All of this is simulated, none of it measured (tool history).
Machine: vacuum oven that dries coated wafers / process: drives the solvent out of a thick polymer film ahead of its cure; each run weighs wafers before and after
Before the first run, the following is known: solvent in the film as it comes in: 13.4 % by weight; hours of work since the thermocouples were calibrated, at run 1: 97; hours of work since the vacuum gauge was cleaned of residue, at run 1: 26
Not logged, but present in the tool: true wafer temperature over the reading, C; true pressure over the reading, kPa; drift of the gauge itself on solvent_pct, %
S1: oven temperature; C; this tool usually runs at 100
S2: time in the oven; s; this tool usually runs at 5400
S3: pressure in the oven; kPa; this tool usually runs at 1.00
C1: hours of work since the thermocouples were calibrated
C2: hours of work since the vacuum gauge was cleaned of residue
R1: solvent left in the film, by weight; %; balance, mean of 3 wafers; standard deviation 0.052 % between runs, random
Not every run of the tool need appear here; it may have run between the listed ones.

run	hour	S1	S2	S3	C1	C2	R1
1	0.0	100	5400	1.00	97	26	1.80
2	7.4	100	5400	1.00	101	30	1.83
3	14.4	100	5400	0.85	105	34	1.70
4	22.2	85	5400	1.00	109	38	5.73
5	39.2	85	5400	1.00	117	46	5.58
6	52.8	109	5400	1.00	124	53	0.76
7	64.2	109	5400	1.00	130	59	0.59
8	76.9	109	5400	1.00	137	66	0.73
9	89.7	109	5400	1.00	143	72	0.65
10	100.6	109	5400	1.00	149	78	0.71
11	113.2	100	5400	1.00	155	84	1.91
12	127.2	100	5400	1.00	163	92	1.90
13	134.9	100	5400	1.00	166	95	1.78
14	141.9	100	5400	1.26	170	99	1.97
15	158.9	104	5400	1.00	179	108	1.16
16	176.0	104	5400	0.78	188	117	1.03
17	185.8	104	5400	0.78	193	122	1.05
18	194.5	104	5400	0.78	197	126	1.04
19	207.2	104	5400	0.78	204	132	1.01
20	222.0	104	5400	0.78	211	140	0.95
21	236.4	104	5400	0.78	218	147	1.06
22	250.0	91	5400	1.00	225	154	3.89
23	264.4	100	5400	1.00	233	162	1.89
24	274.7	102	4980	2.09	238	167	2.28
25	291.7	93	2880	1.16	247	176	5.85
26	300.4	88	3240	0.92	251	180	6.65
27	309.8	88	3240	0.92	256	185	6.64
28	324.6	88	3240	0.92	264	193	6.65
29	333.3	109	3900	1.18	268	197	1.28
30	347.4	103	9480	0.61	275	204	0.54
31	356.3	97	5400	1.00	280	209	2.37
32	366.6	108	3660	0.60	285	214	1.15
33	376.5	90	3360	3.71	290	219	7.48
34	390.2	106	6120	1.00	297	226	0.77
35	400.3	97	6120	3.15	302	231	3.51
36	415.4	97	6120	3.15	310	239	3.55
37	431.0	100	8580	3.58	318	247	2.63
38	445.0	100	8580	3.58	325	254	2.74
39	453.5	100	8580	3.58	330	259	2.65
40	466.6	100	8580	3.58	336	265	2.76
41	477.2	100	4080	1.44	342	271	2.88
42	493.6	100	4080	0.83	350	279	2.56
43	505.0	85	5400	0.87	356	285	5.64
44	520.8	85	5400	0.87	364	293	5.68
45	532.0	91	7440	1.50	370	299	3.33
46	548.7	100	6060	1.00	378	307	1.53

5 ways to go on from here, each from the tool as it stands after run 46. What would each give?
A	559.8	93	3660	0.57	384	313	?
B	559.8	100	6840	1.00	384	313	?
C	559.8	111	6060	1.22	384	313	?
D	559.8	92	5160	2.37	384	313	?
E	559.8	100	2880	1.00	384	313	?

run	R1
A	4.54
B	1.32
C	0.56
D	4.61
E	3.87
The same runs, with their run-to-run variation unchanged, on a tool lacking any hidden condition would have given:
run	R1
A	4.56
B	1.32
C	0.55
D	4.63
E	3.88
